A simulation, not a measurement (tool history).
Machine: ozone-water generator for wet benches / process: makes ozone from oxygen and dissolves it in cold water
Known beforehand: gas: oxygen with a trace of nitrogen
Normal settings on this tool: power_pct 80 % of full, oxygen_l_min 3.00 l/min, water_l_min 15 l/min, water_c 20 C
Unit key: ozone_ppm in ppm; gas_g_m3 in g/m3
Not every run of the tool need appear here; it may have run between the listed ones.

{"run": 1, "hour": 0.0, "power_pct": 80, "oxygen_l_min": 3.0, "water_l_min": 15, "water_c": 20, "ozone_ppm": 17.4, "gas_g_m3": 220.9}
{"run": 2, "hour": 85.5, "power_pct": 80, "oxygen_l_min": 3.0, "water_l_min": 15, "water_c": 20, "ozone_ppm": 17.4, "gas_g_m3": 217.1}
{"run": 3, "hour": 168.1, "power_pct": 80, "oxygen_l_min": 3.0, "water_l_min": 15, "water_c": 20, "ozone_ppm": 17.3, "gas_g_m3": 218.9}
{"run": 4, "hour": 211.9, "power_pct": 80, "oxygen_l_min": 3.0, "water_l_min": 15, "water_c": 20, "ozone_ppm": 17.3, "gas_g_m3": 220.3}
{"run": 5, "hour": 250.4, "power_pct": 80, "oxygen_l_min": 2.53, "water_l_min": 15, "water_c": 20, "ozone_ppm": 16.3, "gas_g_m3": 234.2}
{"run": 6, "hour": 317.0, "power_pct": 80, "oxygen_l_min": 3.0, "water_l_min": 15, "water_c": 20, "ozone_ppm": 17.4, "gas_g_m3": 217.5}
{"run": 7, "hour": 365.1, "power_pct": 80, "oxygen_l_min": 3.39, "water_l_min": 15, "water_c": 20, "ozone_ppm": 17.7, "gas_g_m3": 211.5}
{"run": 8, "hour": 433.1, "power_pct": 80, "oxygen_l_min": 3.39, "water_l_min": 15, "water_c": 20, "ozone_ppm": 17.7, "gas_g_m3": 210.6}
{"run": 9, "hour": 483.3, "power_pct": 41, "oxygen_l_min": 2.39, "water_l_min": 14, "water_c": 20, "ozone_ppm": 12.1, "gas_g_m3": 168.0}
{"run": 10, "hour": 563.7, "power_pct": 41, "oxygen_l_min": 2.39, "water_l_min": 14, "water_c": 20, "ozone_ppm": 12.4, "gas_g_m3": 168.5}
{"run": 11, "hour": 620.2, "power_pct": 93, "oxygen_l_min": 2.04, "water_l_min": 23, "water_c": 27, "ozone_ppm": 9.7, "gas_g_m3": 265.4}
{"run": 12, "hour": 690.0, "power_pct": 93, "oxygen_l_min": 2.83, "water_l_min": 14, "water_c": 17, "ozone_ppm": 20.0, "gas_g_m3": 241.6}
{"run": 13, "hour": 740.8, "power_pct": 74, "oxygen_l_min": 2.41, "water_l_min": 15, "water_c": 20, "ozone_ppm": 15.6, "gas_g_m3": 225.3}
{"run": 14, "hour": 807.0, "power_pct": 74, "oxygen_l_min": 2.41, "water_l_min": 15, "water_c": 20, "ozone_ppm": 15.2, "gas_g_m3": 223.5}

3 options for the next run, each taken on its own from the tool as it stands now. Forecast them:
{"run": "A", "hour": 843.9, "power_pct": 56, "oxygen_l_min": 4.04, "water_l_min": 15, "water_c": 20, "ozone_ppm": "?", "gas_g_m3": "?"}
{"run": "B", "hour": 843.9, "power_pct": 80, "oxygen_l_min": 2.1, "water_l_min": 17, "water_c": 21, "ozone_ppm": "?", "gas_g_m3": "?"}
{"run": "C", "hour": 843.9, "power_pct": 74, "oxygen_l_min": 2.13, "water_l_min": 23, "water_c": 20, "ozone_ppm": "?", "gas_g_m3": "?"}

run=A ozone_ppm=15.5 gas_g_m3=167.0
run=B ozone_ppm=13.2 gas_g_m3=242.0
run=C ozone_ppm=9.4 gas_g_m3=233.1
Had the tool no hidden state, the same runs would have come out as:
run=A ozone_ppm=17.3 gas_g_m3=172.3
run=B ozone_ppm=14.9 gas_g_m3=251.1
run=C ozone_ppm=10.7 gas_g_m3=241.5
